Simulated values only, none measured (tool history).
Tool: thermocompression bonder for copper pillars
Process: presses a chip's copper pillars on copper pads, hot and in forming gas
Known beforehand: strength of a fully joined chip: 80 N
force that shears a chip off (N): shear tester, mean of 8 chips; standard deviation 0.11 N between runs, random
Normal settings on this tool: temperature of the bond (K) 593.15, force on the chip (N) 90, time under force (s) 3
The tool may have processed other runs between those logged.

run,hour,temperature of the bond (K),force on the chip (N),time under force (s),force that shears a chip off (N)
1,0.0,593.15,90,3,43.0
# hour 9.3: forming gas filter changed
2,24.7,593.15,90,3,47.4
3,47.6,593.15,90,3,47.4
4,78.4,593.15,90,3,47.4
5,99.5,593.15,90,3,47.4
6,137.8,593.15,90,3,47.2
7,157.0,593.15,90,3,47.1
8,198.9,593.15,90,3,47.2
9,218.9,593.15,90,3,47.1
10,243.7,593.15,90,3,47.0
11,276.0,593.15,90,3,46.9
12,297.9,593.15,90,3,46.8
13,339.8,593.15,70,3,38.8
14,369.4,593.15,70,3,38.6
15,388.8,593.15,90,3,46.7
16,409.8,593.15,90,3,46.7
17,431.4,593.15,90,3,46.7
18,466.5,593.15,90,3,46.5
19,505.3,566.15,104,5,44.3
20,547.0,584.15,90,3,41.9
21,576.1,618.15,58,3,43.8
# hour 592.5: force cell calibrated
22,617.9,609.15,58,2,32.2
23,652.4,567.15,99,2,29.0
24,689.0,574.15,108,3,39.8
25,716.6,570.15,90,5,39.0
26,760.5,571.15,114,3,40.0
27,784.5,571.15,114,3,39.9
# hour 788.8: forming gas filter changed
28,829.2,584.15,89,2,37.1
29,849.7,584.15,89,2,37.2
30,894.1,584.15,89,2,37.1
31,937.7,595.15,112,3,56.0
32,969.8,595.15,112,3,55.7
33,1000.2,620.15,90,3,60.1
34,1046.8,620.15,90,3,60.0
35,1089.5,620.15,90,3,59.9

Below, some changes in force that shears a chip off (N) between adjacent runs. For each, the amount present without the hidden state too (settings, incoming material, random variation) and the amount remaining for the hidden state with gauge scatter not shared by both compared results:
The tool's hidden condition here consists of: true temperature of the bond over the reading, C; force that reaches the chip, % of what is set; oxide that the forming gas leaves, % of the face; drift of the gauge itself on shear_n, %.
Run 1 -> 2: forming gas filter changed. force that shears a chip off (N) +4.4: hidden state +4.5, all else -0.1.
Run 21 -> 22: temperature of the bond (K) 618.15 -> 609.15, time under force (s) 3 -> 2, force cell calibrated. force that shears a chip off (N) -11.6: hidden state -2.3, all else -9.3.
Run 23 -> 24: temperature of the bond (K) 567.15 -> 574.15, force on the chip (N) 99 -> 108, time under force (s) 2 -> 3. force that shears a chip off (N) +10.8: hidden state -0.7, all else +11.5.
Run 27 -> 28: temperature of the bond (K) 571.15 -> 584.15, force on the chip (N) 114 -> 89, time under force (s) 3 -> 2, forming gas filter changed. force that shears a chip off (N) -2.8: hidden state +3.9, all else -6.7.
Run 30 -> 31: temperature of the bond (K) 584.15 -> 595.15, force on the chip (N) 89 -> 112, time under force (s) 2 -> 3. force that shears a chip off (N) +18.9: hidden state -0.2, all else +19.1.
